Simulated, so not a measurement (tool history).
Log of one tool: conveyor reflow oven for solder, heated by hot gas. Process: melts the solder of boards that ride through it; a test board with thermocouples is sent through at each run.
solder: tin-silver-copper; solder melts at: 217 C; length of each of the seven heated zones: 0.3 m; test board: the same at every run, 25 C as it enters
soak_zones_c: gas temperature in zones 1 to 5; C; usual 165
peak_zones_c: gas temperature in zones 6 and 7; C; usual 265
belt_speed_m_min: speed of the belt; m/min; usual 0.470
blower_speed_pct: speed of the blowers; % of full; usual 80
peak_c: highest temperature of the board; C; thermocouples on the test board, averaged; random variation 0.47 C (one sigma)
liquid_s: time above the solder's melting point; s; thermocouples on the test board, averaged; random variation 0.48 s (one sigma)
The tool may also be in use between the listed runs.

Run 1, hour 0.0: usual settings. Result: peak_c 245.4 C, liquid_s 49.2 s.
At hour 37.7: thermocouples of zones 6 and 7 changed.
Run 2, hour 39.8: usual settings. Result: peak_c 248.8 C, liquid_s 52.3 s.
Run 3, hour 70.5: usual settings. Result: peak_c 248.2 C, liquid_s 51.9 s.
Run 4, hour 91.2: usual settings but soak_zones_c 169 C. Result: peak_c 248.9 C, liquid_s 53.5 s.
Run 5, hour 118.6: usual settings but blower_speed_pct 55 % of full. Result: peak_c 242.7 C, liquid_s 46.0 s.
Run 6, hour 142.4: usual settings but blower_speed_pct 55 % of full. Result: peak_c 242.9 C, liquid_s 44.7 s.
Run 7, hour 174.1: usual settings but blower_speed_pct 55 % of full. Result: peak_c 242.5 C, liquid_s 45.1 s.
Run 8, hour 194.1: usual settings but blower_speed_pct 55 % of full. Result: peak_c 242.5 C, liquid_s 44.5 s.
Run 9, hour 231.9: usual settings. Result: peak_c 246.9 C, liquid_s 49.9 s.
Run 10, hour 266.0: usual settings. Result: peak_c 245.5 C, liquid_s 49.8 s.
Run 11, hour 305.5: usual settings. Result: peak_c 245.9 C, liquid_s 49.9 s.
Run 12, hour 348.1: usual settings but soak_zones_c 166 C, peak_zones_c 276 C. Result: peak_c 256.1 C, liquid_s 57.5 s.
At hour 376.1: flux residue cleaned out of gas plates and filters.
Run 13, hour 381.8: usual settings but peak_zones_c 276 C, belt_speed_m_min 0.541 m/min. Result: peak_c 252.8 C, liquid_s 47.0 s.
Run 14, hour 427.6: usual settings but soak_zones_c 166 C, peak_zones_c 266 C. Result: peak_c 248.6 C, liquid_s 53.9 s.
Run 15, hour 462.9: usual settings but soak_zones_c 158 C, peak_zones_c 276 C, belt_speed_m_min 0.405 m/min, blower_speed_pct 64 % of full. Result: peak_c 258.5 C, liquid_s 66.4 s.
At hour 509.0: belt drive overhauled, speed set with a stopwatch.
Run 16, hour 509.0: usual settings but soak_zones_c 158 C, peak_zones_c 276 C, belt_speed_m_min 0.405 m/min, blower_speed_pct 64 % of full. Result: peak_c 257.9 C, liquid_s 65.2 s.
Run 17, hour 527.9: usual settings but soak_zones_c 156 C, blower_speed_pct 50 % of full. Result: peak_c 238.7 C, liquid_s 36.1 s.
Run 18, hour 560.8: usual settings but soak_zones_c 161 C, belt_speed_m_min 0.556 m/min, blower_speed_pct 59 % of full. Result: peak_c 234.3 C, liquid_s 26.9 s.
Run 19, hour 606.4: usual settings but soak_zones_c 161 C, peak_zones_c 270 C, belt_speed_m_min 0.498 m/min. Result: peak_c 247.6 C, liquid_s 46.8 s.
Run 20, hour 632.8: usual settings but soak_zones_c 168 C, peak_zones_c 270 C, belt_speed_m_min 0.498 m/min, blower_speed_pct 79 % of full. Result: peak_c 248.9 C, liquid_s 48.3 s.
Run 21, hour 669.9: usual settings but soak_zones_c 168 C, peak_zones_c 270 C, belt_speed_m_min 0.498 m/min, blower_speed_pct 79 % of full. Result: peak_c 248.6 C, liquid_s 48.9 s.

Hidden state or all else? Some run-to-run changes of peak_c, split into what the settings, what came in and random variation would give without the hidden state, and what is left for the hidden state (with any gauge scatter that isn't in both results):
The hidden state here: heat that the gas passes to the board, % of a clean oven's; belt's true speed, % of the reading; true gas temperature in zones 6 and 7 over the reading, C; drift of the gauge itself on peak_c, C; drift of the gauge itself on liquid_s, %.
Run 1 -> 2: thermocouples of zones 6 and 7 changed. peak_c +3.4 C: hidden state +3.0, all else +0.4.
Run 12 -> 13: soak_zones_c 166 -> 165, belt_speed_m_min 0.470 -> 0.541, flux residue cleaned out of gas plates and filters. peak_c -3.3 C: hidden state +3.1, all else -6.4.
Run 16 -> 17: soak_zones_c 158 -> 156, peak_zones_c 276 -> 265, belt_speed_m_min 0.405 -> 0.470, blower_speed_pct 64 -> 50. peak_c -19.2 C: hidden state -0.1, all else -19.1.
Run 18 -> 19: peak_zones_c 265 -> 270, belt_speed_m_min 0.556 -> 0.498, blower_speed_pct 59 -> 80. peak_c +13.3 C: hidden state -0.5, all else +13.8.

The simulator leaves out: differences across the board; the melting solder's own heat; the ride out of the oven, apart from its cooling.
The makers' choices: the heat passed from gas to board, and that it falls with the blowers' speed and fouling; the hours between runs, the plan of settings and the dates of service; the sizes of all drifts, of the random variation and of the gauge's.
